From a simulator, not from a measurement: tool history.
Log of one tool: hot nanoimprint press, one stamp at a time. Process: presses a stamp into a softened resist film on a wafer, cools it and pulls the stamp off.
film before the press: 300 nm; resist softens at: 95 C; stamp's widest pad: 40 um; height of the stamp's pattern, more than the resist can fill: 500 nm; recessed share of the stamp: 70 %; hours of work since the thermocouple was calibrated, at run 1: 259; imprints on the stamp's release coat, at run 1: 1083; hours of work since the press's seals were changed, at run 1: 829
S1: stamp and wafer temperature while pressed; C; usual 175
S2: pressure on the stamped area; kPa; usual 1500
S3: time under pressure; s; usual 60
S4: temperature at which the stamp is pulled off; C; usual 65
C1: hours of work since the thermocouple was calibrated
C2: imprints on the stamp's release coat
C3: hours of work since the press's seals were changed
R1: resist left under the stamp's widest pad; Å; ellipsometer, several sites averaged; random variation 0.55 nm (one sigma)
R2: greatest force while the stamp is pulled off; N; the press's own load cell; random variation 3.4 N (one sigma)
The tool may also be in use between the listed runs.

| run | hour | S1 | S2 | S3 | S4 | C1 | C2 | C3 | R1 | R2 |
|---|---|---|---|---|---|---|---|---|---|---|
| 1 | 0 | 175 | 1500 | 60 | 65 | 259 | 1083 | 829 | 1377 | 164 |
|  | 18 | press's hydraulic seals changed and the load cell set to zero |
| 2 | 60.8 | 175 | 1500 | 60 | 65 | 292 | 1224 | 27 | 1371 | 157 |
| 3 | 92.8 | 175 | 1500 | 60 | 65 | 312 | 1309 | 48 | 1377 | 163 |
|  | 108.6 | plate thermocouple calibrated |
| 4 | 135 | 175 | 1500 | 60 | 65 | 17 | 1414 | 72 | 1384 | 162 |
| 5 | 185.5 | 175 | 1500 | 60 | 65 | 49 | 1549 | 105 | 1379 | 163 |
| 6 | 239.5 | 175 | 1500 | 60 | 53 | 83 | 1692 | 139 | 1390 | 173 |
| 7 | 280.8 | 175 | 1500 | 60 | 53 | 109 | 1803 | 165 | 1391 | 183 |
|  | 298.2 | stamp cleaned and given a new release coat |
| 8 | 341.3 | 168 | 1500 | 60 | 53 | 144 | 115 | 200 | 1677 | 177 |
| 9 | 392.3 | 168 | 1500 | 60 | 53 | 177 | 251 | 232 | 1682 | 179 |
| 10 | 423.2 | 168 | 1500 | 60 | 53 | 196 | 333 | 252 | 1686 | 174 |
| 11 | 483.9 | 168 | 1500 | 60 | 53 | 235 | 495 | 291 | 1690 | 176 |
| 12 | 509.1 | 175 | 1500 | 60 | 65 | 251 | 562 | 307 | 1389 | 161 |
| 13 | 564 | 175 | 1500 | 60 | 65 | 286 | 708 | 341 | 1395 | 163 |
| 14 | 615.4 | 175 | 910 | 68 | 61 | 318 | 845 | 374 | 1632 | 162 |
|  | 622.5 | plate thermocouple calibrated |
| 15 | 678.3 | 175 | 930 | 55 | 65 | 35 | 1005 | 412 | 1749 | 168 |
| 16 | 704.4 | 175 | 2130 | 85 | 65 | 52 | 1075 | 429 | 1027 | 160 |
| 17 | 758.1 | 175 | 2130 | 85 | 65 | 86 | 1218 | 463 | 1026 | 168 |
| 18 | 788.4 | 166 | 1500 | 60 | 67 | 106 | 1298 | 482 | 1776 | 161 |
| 19 | 844.5 | 166 | 1500 | 60 | 67 | 141 | 1448 | 518 | 1780 | 165 |
| 20 | 895.5 | 184 | 1560 | 60 | 72 | 174 | 1584 | 550 | 1074 | 154 |
| 21 | 928.4 | 176 | 1970 | 45 | 59 | 194 | 1671 | 571 | 1342 | 171 |
| 22 | 954.2 | 176 | 1970 | 45 | 59 | 211 | 1740 | 588 | 1340 | 165 |
|  | 995.2 | stamp cleaned and given a new release coat |
| 23 | 1013.2 | 166 | 1290 | 42 | 59 | 245 | 47 | 621 | 2093 | 170 |
| 24 | 1054 | 175 | 1500 | 60 | 65 | 271 | 156 | 647 | 1398 | 156 |
| 25 | 1085 | 175 | 1500 | 60 | 58 | 290 | 239 | 667 | 1411 | 166 |
| 26 | 1117.8 | 175 | 1500 | 60 | 58 | 311 | 326 | 688 | 1397 | 168 |

Forecast each of these 4 alternatives for the next run:
|  | 1137.5 | plate thermocouple calibrated |
| A | 1157.6 | 175 | 1500 | 60 | 63 | 13 | 424 | 711 | ? | ? |
|  | 1137.5 | plate thermocouple calibrated |
| B | 1157.6 | 171 | 1500 | 60 | 58 | 13 | 424 | 711 | ? | ? |
|  | 1137.5 | plate thermocouple calibrated |
| C | 1157.6 | 175 | 1000 | 108 | 50 | 13 | 424 | 711 | ? | ? |
|  | 1137.5 | plate thermocouple calibrated |
| D | 1157.6 | 175 | 1310 | 52 | 58 | 13 | 424 | 711 | ? | ? |

| run | R1 | R2 |
|---|---|---|
| A | 1395 | 163 |
| B | 1569 | 174 |
| C | 1339 | 186 |
| D | 1560 | 173 |
Without the tool's hidden state the same runs would have given:
| run | R1 | R2 |
|---|---|---|
| A | 1374 | 162 |
| B | 1546 | 174 |
| C | 1319 | 186 |
| D | 1536 | 173 |
